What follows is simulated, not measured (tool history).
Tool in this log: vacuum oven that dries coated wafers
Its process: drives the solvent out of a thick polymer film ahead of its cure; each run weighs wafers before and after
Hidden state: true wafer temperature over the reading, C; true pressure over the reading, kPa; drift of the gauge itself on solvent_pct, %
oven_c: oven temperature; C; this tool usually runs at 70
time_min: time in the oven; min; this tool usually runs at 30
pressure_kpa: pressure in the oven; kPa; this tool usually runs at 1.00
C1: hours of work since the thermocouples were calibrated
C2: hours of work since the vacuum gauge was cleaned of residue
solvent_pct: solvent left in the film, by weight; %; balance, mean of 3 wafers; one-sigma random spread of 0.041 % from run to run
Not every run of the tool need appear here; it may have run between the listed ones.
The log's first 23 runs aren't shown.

{"run": 24, "hour": 306.1, "oven_c": 82, "time_min": 18, "pressure_kpa": 0.78, "C1": 325, "C2": 567, "solvent_pct": 0.59}
{"run": 25, "hour": 321.6, "oven_c": 82, "time_min": 19, "pressure_kpa": 0.82, "C1": 335, "C2": 576, "solvent_pct": 0.63}
{"run": 26, "hour": 334.2, "oven_c": 82, "time_min": 19, "pressure_kpa": 0.82, "C1": 342, "C2": 584, "solvent_pct": 0.6}
{"run": 27, "hour": 349.3, "oven_c": 77, "time_min": 19, "pressure_kpa": 0.82, "C1": 351, "C2": 593, "solvent_pct": 1.38}
{"run": 28, "hour": 358.5, "oven_c": 76, "time_min": 19, "pressure_kpa": 0.82, "C1": 357, "C2": 599, "solvent_pct": 1.66}
{"run": 29, "hour": 374.5, "oven_c": 76, "time_min": 19, "pressure_kpa": 0.82, "C1": 367, "C2": 608, "solvent_pct": 1.63}
{"run": 30, "hour": 390.3, "oven_c": 76, "time_min": 34, "pressure_kpa": 2.76, "C1": 376, "C2": 618, "solvent_pct": 1.02}
{"run": 31, "hour": 408.8, "oven_c": 70, "time_min": 28, "pressure_kpa": 2.5, "C1": 387, "C2": 629, "solvent_pct": 2.47}
{"run": 32, "hour": 420.3, "oven_c": 61, "time_min": 17, "pressure_kpa": 1.5, "C1": 394, "C2": 636, "solvent_pct": 9.23}
{"run": 33, "hour": 432.4, "oven_c": 58, "time_min": 40, "pressure_kpa": 1.0, "C1": 402, "C2": 643, "solvent_pct": 4.75}
{"run": 34, "hour": 448.2, "oven_c": 58, "time_min": 40, "pressure_kpa": 1.0, "C1": 411, "C2": 653, "solvent_pct": 4.79}
{"run": 35, "hour": 456.1, "oven_c": 72, "time_min": 32, "pressure_kpa": 2.6, "C1": 416, "C2": 658, "solvent_pct": 1.55}
{"run": 36, "hour": 470.7, "oven_c": 72, "time_min": 29, "pressure_kpa": 3.57, "C1": 425, "C2": 667, "solvent_pct": 2.18}
{"run": 37, "hour": 480.8, "oven_c": 77, "time_min": 36, "pressure_kpa": 1.26, "C1": 431, "C2": 673, "solvent_pct": 0.47}
{"run": 38, "hour": 492.5, "oven_c": 80, "time_min": 36, "pressure_kpa": 2.7, "C1": 438, "C2": 680, "solvent_pct": 0.77}
{"run": 39, "hour": 508.4, "oven_c": 82, "time_min": 16, "pressure_kpa": 1.0, "C1": 448, "C2": 690, "solvent_pct": 0.9}
{"run": 40, "hour": 519.2, "oven_c": 76, "time_min": 23, "pressure_kpa": 1.0, "C1": 454, "C2": 696, "solvent_pct": 1.05}
{"run": 41, "hour": 527.4, "oven_c": 69, "time_min": 20, "pressure_kpa": 1.0, "C1": 459, "C2": 701, "solvent_pct": 3.87}

3 ways to go on from here, each from the tool as it stands after run 41. What would each give?
{"run": "A", "hour": 535.2, "oven_c": 77, "time_min": 53, "pressure_kpa": 2.66, "C1": 464, "C2": 706, "solvent_pct": "?"}
{"run": "B", "hour": 535.2, "oven_c": 74, "time_min": 30, "pressure_kpa": 1.0, "C1": 464, "C2": 706, "solvent_pct": "?"}
{"run": "C", "hour": 535.2, "oven_c": 60, "time_min": 16, "pressure_kpa": 1.0, "C1": 464, "C2": 706, "solvent_pct": "?"}

run=A solvent_pct=0.79
run=B solvent_pct=0.86
run=C solvent_pct=10.07
Take away the tool's hidden state, keep each run's random variation, and the runs would have read:
run=A solvent_pct=0.79
run=B solvent_pct=0.87
run=C solvent_pct=10.10
